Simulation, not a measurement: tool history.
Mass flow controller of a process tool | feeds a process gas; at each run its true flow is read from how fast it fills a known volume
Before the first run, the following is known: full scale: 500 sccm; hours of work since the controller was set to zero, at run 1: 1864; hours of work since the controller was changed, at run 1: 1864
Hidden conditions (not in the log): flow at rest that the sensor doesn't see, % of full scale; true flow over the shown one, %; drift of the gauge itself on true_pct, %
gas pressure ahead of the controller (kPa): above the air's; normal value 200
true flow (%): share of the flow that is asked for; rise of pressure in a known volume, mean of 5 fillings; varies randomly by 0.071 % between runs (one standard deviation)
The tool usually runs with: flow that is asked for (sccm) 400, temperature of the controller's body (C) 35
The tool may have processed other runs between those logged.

run     day  flow that is asked for (sccm)  gas pressure ahead of the controller (kPa)  temperature of the controller's body (C)  hours of work since the controller was set to zero  hours of work since the controller was changed  true flow (%)
  1       0                            400                                         200                                        35                                                1864                                            1864         100.51
  2   2.967                            400                                         200                                        35                                                1905                                            1905         100.64
  3   5.854                            400                                         200                                        35                                                1945                                            1945         100.68
  4   8.208                            400                                         200                                        27                                                1978                                            1978         100.17
  5  11.692                            400                                         200                                        27                                                2026                                            2026          100.1
  6  15.908                            400                                         270                                        27                                                2085                                            2085         100.07
  7    18.9                            123                                         200                                        35                                                2126                                            2126         100.45
  8  20.771                            123                                         200                                        35                                                2152                                            2152         100.37
  9  24.983                            127                                         200                                        35                                                2211                                            2211         100.54
 10  27.954                            393                                         200                                        35                                                2252                                            2252         100.93
 11  30.392                            393                                         200                                        35                                                2286                                            2286         101.04
 12  33.675                            393                                         200                                        35                                                2331                                            2331         101.21
 13  36.479                            400                                         152                                        21                                                2370                                            2370         100.36
 14  38.525                            148                                         200                                        35                                                2399                                            2399         100.81
 15  40.321                            400                                         264                                        24                                                2424                                            2424         100.06
 16  42.483                            400                                         264                                        24                                                2454                                            2454         100.15
 17  46.112                            400                                         264                                        24                                                2504                                            2504         100.29
 18  48.033                            107                                         266                                        29                                                2531                                            2531         100.18
 19  49.817                            107                                         266                                        29                                                2555                                            2555         100.28
 20  54.012                            107                                         266                                        29                                                2614                                            2614         100.22
 21   56.55                            107                                         266                                        29                                                2649                                            2649         100.33
 22  58.988                            161                                         200                                        35                                                2683                                            2683          101.2
 23  62.608                            161                                         200                                        35                                                2733                                            2733         101.31
     62.792  -- gauge calibrated
 24  66.846                            161                                         200                                        27                                                2792                                            2792          99.71

How would selected steps in true flow (%) from run to run divide? Give the signed amount a tool lacking its hidden state would still show from settings, what came in and random variation, and the signed amount left for the hidden state, including any gauge scatter that is not in both of the compared results.
Run 8 -> 9: flow that is asked for (sccm) 123 -> 127. true flow (%) +0.17: hidden state +0.08, all else +0.09.
Run 21 -> 22: flow that is asked for (sccm) 107 -> 161, gas pressure ahead of the controller (kPa) 266 -> 200, temperature of the controller's body (C) 29 -> 35. true flow (%) +0.87: hidden state +0.05, all else +0.82.
Run 23 -> 24: temperature of the controller's body (C) 35 -> 27, gauge calibrated. true flow (%) -1.6: hidden state -1.02, all else -0.58.

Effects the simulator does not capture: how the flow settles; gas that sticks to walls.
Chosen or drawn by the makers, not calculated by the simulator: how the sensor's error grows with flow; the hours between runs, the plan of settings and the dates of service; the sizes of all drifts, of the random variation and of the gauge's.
